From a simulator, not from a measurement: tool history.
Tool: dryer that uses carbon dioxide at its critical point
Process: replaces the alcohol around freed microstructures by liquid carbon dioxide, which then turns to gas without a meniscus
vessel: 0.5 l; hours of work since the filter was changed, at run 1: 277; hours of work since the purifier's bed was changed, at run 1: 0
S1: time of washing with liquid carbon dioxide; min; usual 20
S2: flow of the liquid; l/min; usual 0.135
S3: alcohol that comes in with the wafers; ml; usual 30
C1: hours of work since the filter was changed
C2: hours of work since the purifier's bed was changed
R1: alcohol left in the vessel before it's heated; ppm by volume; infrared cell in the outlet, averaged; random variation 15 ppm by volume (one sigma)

| run | hour | S1 | S2 | S3 | C1 | C2 | R1 |
|---|---|---|---|---|---|---|---|
| 1 | 0 | 20 | 0.135 | 30 | 277 | 0 | 1754 |
| 2 | 25.5 | 20 | 0.135 | 30 | 289 | 11 | 1813 |
| 3 | 47.6 | 20 | 0.135 | 30 | 299 | 21 | 1853 |
| 4 | 76.8 | 20 | 0.135 | 30 | 312 | 35 | 1945 |
|  | 89.4 | inlet filter changed |
| 5 | 114.8 | 20 | 0.135 | 30 | 11 | 51 | 989 |
| 6 | 139.7 | 20 | 0.135 | 30 | 23 | 63 | 1025 |
| 7 | 182.5 | 18 | 0.135 | 30 | 42 | 82 | 1647 |
| 8 | 217.8 | 13 | 0.135 | 30 | 58 | 98 | 4557 |
| 9 | 243.1 | 13 | 0.135 | 30 | 69 | 109 | 4598 |
| 10 | 275.5 | 13 | 0.135 | 30 | 84 | 124 | 4602 |
| 11 | 303 | 13 | 0.135 | 30 | 96 | 136 | 4707 |
| 12 | 331 | 13 | 0.135 | 30 | 109 | 149 | 4874 |
| 13 | 366.9 | 26 | 0.106 | 21 | 125 | 165 | 893 |
| 14 | 400.1 | 22 | 0.168 | 21 | 140 | 180 | 280 |
| 15 | 427.8 | 22 | 0.168 | 21 | 152 | 192 | 299 |
| 16 | 463.6 | 22 | 0.168 | 21 | 169 | 208 | 300 |
| 17 | 494.3 | 20 | 0.166 | 23 | 182 | 222 | 531 |
| 18 | 516.2 | 13 | 0.135 | 30 | 192 | 232 | 5572 |

Forecast each of these 4 alternatives for the next run:
| A | 548.5 | 17 | 0.135 | 112 | 207 | 247 | ? |
| B | 548.5 | 17 | 0.135 | 30 | 207 | 247 | ? |
| C | 548.5 | 29 | 0.081 | 75 | 207 | 247 | ? |
| D | 548.5 | 20 | 0.135 | 105 | 207 | 247 | ? |

| run | R1 |
|---|---|
| A | 9931 |
| B | 2672 |
| C | 6480 |
| D | 5403 |
Without the tool's hidden state the same runs would have given:
| run | R1 |
|---|---|
| A | 6704 |
| B | 1771 |
| C | 4331 |
| D | 3389 |

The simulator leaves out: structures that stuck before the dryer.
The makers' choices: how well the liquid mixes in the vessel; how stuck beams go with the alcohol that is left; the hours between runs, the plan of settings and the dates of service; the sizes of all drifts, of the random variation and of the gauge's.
